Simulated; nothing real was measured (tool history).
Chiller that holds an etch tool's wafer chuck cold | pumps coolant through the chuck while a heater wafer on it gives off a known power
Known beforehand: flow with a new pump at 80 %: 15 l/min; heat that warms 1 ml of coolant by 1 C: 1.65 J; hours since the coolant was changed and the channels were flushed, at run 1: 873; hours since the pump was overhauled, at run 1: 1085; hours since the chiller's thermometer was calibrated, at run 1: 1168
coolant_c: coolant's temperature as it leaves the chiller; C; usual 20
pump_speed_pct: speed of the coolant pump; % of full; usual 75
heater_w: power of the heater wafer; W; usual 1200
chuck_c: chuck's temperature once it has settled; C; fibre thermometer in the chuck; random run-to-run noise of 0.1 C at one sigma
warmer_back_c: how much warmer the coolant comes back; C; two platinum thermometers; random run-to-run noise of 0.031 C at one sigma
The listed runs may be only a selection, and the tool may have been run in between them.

run   hour  coolant_c  pump_speed_pct  heater_w  hours since the coolant was changed and the channels were flushed  hours since the pump was overhauled  hours since the chiller's thermometer was calibrated  chuck_c  warmer_back_c
  1    0.0         20              75      1200                                                                873                                 1085                                                  1168     34.5           3.12
  2   15.1         20              75      1274                                                                888                                 1100                                                  1183     35.2           3.26
  3   33.2         20              75      1274                                                                906                                 1118                                                  1201     35.3           3.28
  4   46.4         20              75      1274                                                                919                                 1131                                                  1214     35.6           3.33
  5   71.5         20              75      1274                                                                944                                 1157                                                  1240     35.5           3.17
  6   87.2         20              75      1200                                                                960                                 1172                                                  1255     34.5           3.01
  7  116.2         20              75      1200                                                                989                                 1201                                                  1284     34.2           3.02
  8  140.3         20              75      1200                                                               1013                                 1225                                                  1308     34.7           2.97
  9  171.2         20              75      1200                                                               1044                                 1256                                                  1339     34.5           2.88
 10  192.0         20              75      1200                                                               1065                                 1277                                                  1360     34.4           2.90
 11  215.9         20              75      1200                                                               1089                                 1301                                                  1384     34.5           2.87
 12  231.2         20              75      1200                                                               1104                                 1316                                                  1399     34.4           2.90
 13  258.7         20              75      1200                                                               1131                                 1344                                                  1427     34.6           2.82
 14  289.4         20              75      1200                                                               1162                                 1374                                                  1457     34.5           2.76
 15  311.5         20              68      1200                                                               1184                                 1397                                                  1480     35.9           3.11
 16  331.9         20              75      1086                                                               1205                                 1417                                                  1500     33.2           2.48
 17  351.8         13              97      1251                                                               1224                                 1437                                                  1520     25.2           2.15
 18  365.3         13              97       784                                                               1238                                 1450                                                  1533     20.7           1.18
 19  387.1         13              78       793                                                               1260                                 1472                                                  1555     22.3           1.62
 20  416.7         20              66      1187                                                               1289                                 1502                                                  1585     36.0           3.10
 21  446.7         11              66      1187                                                               1319                                 1532                                                  1615     26.9           3.06
 22  462.0         10              75      1446                                                               1335                                 1547                                                  1630     27.4           3.29
 23  476.3         10              80      1446                                                               1349                                 1561                                                  1644     26.8           3.01
     489.2  -- gauge calibrated
 24  495.4         24              84      1200                                                               1368                                 1580                                                  1663     37.1           2.84
 25  526.2         14              75      1640                                                               1399                                 1611                                                  1694     34.0           4.21
 26  553.5         16              79      1640                                                               1426                                 1639                                                  1722     35.0           3.97
 27  567.6         10              66       634                                                               1440                                 1653                                                  1736     18.6           1.76
 28  588.2         10              66       634                                                               1461                                 1673                                                  1756     18.5           1.76
 29  611.1         17              67       634                                                               1484                                 1696                                                  1779     25.4           1.66
 30  630.7         20              75      1633                                                               1503                                 1716                                                  1799     39.8           4.07
 31  658.8         17              88      1289                                                               1531                                 1744                                                  1827     30.7           2.76
 32  676.9         15              71       895                                                               1550                                 1762                                                  1845     26.3           2.27

Alternative continuations, all from the tool just after run 32; predict every row:
  A  706.1         15              65       863                                                               1579                                 1791                                                  1874        ?              ?
  B  706.1         20              75       825                                                               1579                                 1791                                                  1874        ?              ?
  C  706.1         27              71       895                                                               1579                                 1791                                                  1874        ?              ?
  D  706.1         11              80      1535                                                               1579                                 1791                                                  1874        ?              ?

run  chuck_c  warmer_back_c
  A     26.9           2.33
  B     30.0           1.91
  C     38.3           2.24
  D     28.6           3.49
Had the tool no hidden state, the same runs would have come out as:
run  chuck_c  warmer_back_c
  A     26.9           2.54
  B     30.0           2.12
  C     38.3           2.45
  D     28.6           3.70
